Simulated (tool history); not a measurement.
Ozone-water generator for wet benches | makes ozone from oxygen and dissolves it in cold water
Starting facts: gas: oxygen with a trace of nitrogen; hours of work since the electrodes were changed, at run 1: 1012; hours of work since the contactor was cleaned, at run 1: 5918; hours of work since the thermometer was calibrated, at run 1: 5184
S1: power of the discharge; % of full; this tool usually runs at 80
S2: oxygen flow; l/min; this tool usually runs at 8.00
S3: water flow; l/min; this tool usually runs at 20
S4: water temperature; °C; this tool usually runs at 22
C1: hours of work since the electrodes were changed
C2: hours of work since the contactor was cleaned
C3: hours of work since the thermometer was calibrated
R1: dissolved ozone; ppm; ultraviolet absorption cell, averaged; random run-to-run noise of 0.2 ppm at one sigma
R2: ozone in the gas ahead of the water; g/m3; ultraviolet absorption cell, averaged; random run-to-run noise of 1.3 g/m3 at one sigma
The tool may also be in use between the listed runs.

run     day   S1     S2  S3  S4    C1    C2    C3    R1     R2
  1   0.000   80   8.00  20  22  1012  5918  5184  25.8  245.0
  2   1.392   80   8.00  20  22  1039  5944  5211  26.0  243.2
  3   2.733   80   8.00  20  22  1064  5969  5236  26.0  245.6
  4   3.696   56   8.00  20  22  1082  5988  5254  19.5  184.5
      3.775  -- water thermometer calibrated
  5   4.708   56   8.00  20  22  1101  6006    18  19.6  184.7
  6   5.750   80   8.00  20  22  1121  6026    37  25.8  244.2
      6.562  -- water thermometer calibrated, once more
  7   6.829   80   8.00  20  22  1141  6046     5  25.9  242.8
  8   8.142   80   5.52  20  18  1165  6071    30  28.7  295.7
  9   9.158   80   4.51  32  17  1185  6090    49  17.2  328.8
 10   9.988  100  14.38  24  19  1200  6106    65  26.5  213.8
 11  11.054   52  12.35  31  22  1221  6126    85  12.0  136.2
 12  11.788   52  12.35  19  22  1234  6140    99  17.8  136.8
 13  12.725   65   4.67  24  21  1252  6157   117  19.1  274.0

5 ways to go on from here, each from the tool as it stands after run 13. What would each give?
  A  14.008  80   8.00  20  15  1276  6182  141   ?   ?
  B  14.008  65   4.67  24  21  1276  6182  141   ?   ?
  C  14.008  72  12.63  24  17  1276  6182  141   ?   ?
  D  14.008  82   4.67  24  21  1276  6182  141   ?   ?
  E  14.008  92   4.67  13  21  1276  6182  141   ?   ?

run    R1     R2
  A  29.2  244.1
  B  19.1  274.3
  C  21.3  176.4
  D  23.0  330.4
  E  44.0  363.0
Take away the tool's hidden state, keep each run's random variation, and the runs would have read:
run    R1     R2
  A  31.8  248.9
  B  20.9  278.9
  C  23.4  179.6
  D  25.2  337.0
  E  47.3  370.8

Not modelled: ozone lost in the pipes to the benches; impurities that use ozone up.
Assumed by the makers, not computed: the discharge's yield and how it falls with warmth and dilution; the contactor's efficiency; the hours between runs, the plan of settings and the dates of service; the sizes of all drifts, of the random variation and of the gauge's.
